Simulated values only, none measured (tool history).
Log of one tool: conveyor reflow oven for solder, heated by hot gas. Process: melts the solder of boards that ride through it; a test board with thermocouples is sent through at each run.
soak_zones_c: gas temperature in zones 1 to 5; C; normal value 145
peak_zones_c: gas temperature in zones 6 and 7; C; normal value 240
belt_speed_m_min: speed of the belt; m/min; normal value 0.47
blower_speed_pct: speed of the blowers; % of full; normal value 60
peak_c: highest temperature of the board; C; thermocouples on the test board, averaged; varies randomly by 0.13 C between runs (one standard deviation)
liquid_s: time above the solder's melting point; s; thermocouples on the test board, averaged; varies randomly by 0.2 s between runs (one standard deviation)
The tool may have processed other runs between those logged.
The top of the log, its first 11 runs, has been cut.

run	hour	soak_zones_c	peak_zones_c	belt_speed_m_min	blower_speed_pct	peak_c	liquid_s
# hour 395.1: thermocouples of zones 6 and 7 changed
12	414.2	145	240	0.47	60	217.7	59.6
13	452	145	240	0.47	60	217.5	59.6
14	483.1	145	240	0.47	60	217.7	59.3
15	527.5	145	240	0.47	60	217.5	59.5
16	571.7	145	240	0.47	60	217.5	59.8
17	621.9	149	233	0.47	50	208.3	51.3
18	671.1	149	233	0.47	58	212.1	56.3
19	718.4	158	240	0.47	88	228.5	73.3
20	748	158	240	0.47	88	228.7	73.4
21	770	158	240	0.47	88	228.4	73.2
22	791.1	156	240	0.47	88	228.2	72.3
23	821.7	156	240	0.47	88	228.3	72.7
24	864.9	145	238	0.47	60	215.6	58.1
25	902.9	131	228	0.553	87	208.3	40.1
# hour 911.1: flux residue cleaned out of gas plates and filters
26	954.7	131	228	0.553	87	209.9	41.6
27	991.9	131	228	0.553	68	203.2	33.6
28	1030	139	228	0.505	69	208.4	46
29	1075.1	139	228	0.505	69	208.6	46.1
30	1106.5	139	239	0.532	66	214.4	47.9
31	1135.2	141	247	0.419	51	223.3	70.8
32	1161	145	239	0.461	60	218.4	62.2

Branching from run 32: 3 alternative next runs. What would each branch give?
A	1186	160	233	0.489	60	?	?
B	1186	153	238	0.428	60	?	?
C	1186	145	239	0.464	55	?	?

run	peak_c	liquid_s
A	214.9	62.5
B	221.5	73.8
C	215.8	58.8
The same runs, with their run-to-run variation unchanged, on a tool lacking any hidden condition would have given:
run	peak_c	liquid_s
A	213.9	60.4
B	220.5	71.5
C	214.7	56.6
